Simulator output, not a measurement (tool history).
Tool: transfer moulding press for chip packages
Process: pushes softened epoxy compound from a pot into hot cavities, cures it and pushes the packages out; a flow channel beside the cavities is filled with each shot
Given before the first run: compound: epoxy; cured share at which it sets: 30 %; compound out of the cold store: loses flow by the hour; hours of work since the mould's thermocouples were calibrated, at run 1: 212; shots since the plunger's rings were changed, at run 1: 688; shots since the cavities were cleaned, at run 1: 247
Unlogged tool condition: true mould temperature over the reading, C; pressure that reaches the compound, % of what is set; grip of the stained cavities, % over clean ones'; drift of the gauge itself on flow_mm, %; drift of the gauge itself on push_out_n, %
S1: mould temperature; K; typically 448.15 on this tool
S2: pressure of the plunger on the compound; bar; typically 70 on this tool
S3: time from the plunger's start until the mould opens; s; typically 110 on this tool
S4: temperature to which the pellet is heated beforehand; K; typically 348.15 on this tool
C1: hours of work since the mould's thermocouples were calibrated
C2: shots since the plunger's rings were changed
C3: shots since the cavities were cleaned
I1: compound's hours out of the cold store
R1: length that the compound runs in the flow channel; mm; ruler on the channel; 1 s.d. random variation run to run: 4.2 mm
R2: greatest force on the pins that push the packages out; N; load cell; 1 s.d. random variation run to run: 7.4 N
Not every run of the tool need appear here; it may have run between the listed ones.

run   hour      S1    S2   S3      S4   C1    C2    C3    I1    R1   R2
  1      0  448.15    70  110  348.15  212   688   247  15.6  1005  472
  2   18.2  448.15    70   96  348.15  221   823   382  31.2   925  656
  3   28.2  448.15    70   96  348.15  226   898   457  40.5   876  632
  4     45  448.15    70   96  348.15  234  1024   583  11.6  1028  794
  5   67.1  448.15    70  110  347.15  244  1189   748  44.4   851  554
  6   78.9  442.15    70  110  347.15  249  1277   836    12  1034  956
  7   91.9  448.15    70  124  348.15  255  1374   933  39.6   864  459
  8  112.5  448.15    70  110  348.15  265  1528  1087  33.4   890  608
     124.8  -- cavities cleaned with cleaning compound and waxed
  9  127.5  448.15  84.9  110  348.15  271  1629    21  16.4  1077  349
 10  149.7  448.15  84.9  110  348.15  282  1794   186    25  1031  439
 11  159.2  448.15    70  110  348.15  286  1865   257  22.6   941  470
 12  180.7  448.15  69.2  110  348.15  296  2025   417  45.3   829  466
 13  196.2  448.15  69.2  115  352.15  304  2141   533  29.2   903  470
 14  213.5  445.15  81.9   99  348.15  312  2270   662    18  1053  936
 15  227.8  443.15    70  110  349.15  318  2377   769  32.7   900  798
 16  248.4  443.15    70  110  350.15  328  2531   923  27.7   923  863
 17  264.4  443.15    70  110  350.15  336  2651  1043  34.8   881  856
 18  276.8  448.15    62  110  348.15  341  2743  1135  29.7   839  619
     283.1  -- cavities cleaned with cleaning compound and waxed
 19  290.8  440.15  67.2  114  343.15  347  2836    57  17.1   957  599
 20  304.8  449.15  67.2  121  343.15  354  2941   162    27   877  315
 21  326.4  448.15    70  110  340.15  364  3102   323   8.1   996  538
 22  348.6  448.15  80.2  110  348.15  374  3268   489  35.4   916  507

Forecast run 23:
 23  370.8  446.15  86.3  101  342.15  385  3433  654  36.2   ?   ?

R1: 955 mm
R2: 757 N
If the tool had no hidden condition, the same run with the same run-to-run variation would have returned R1 1018 mm, R2 409 N.
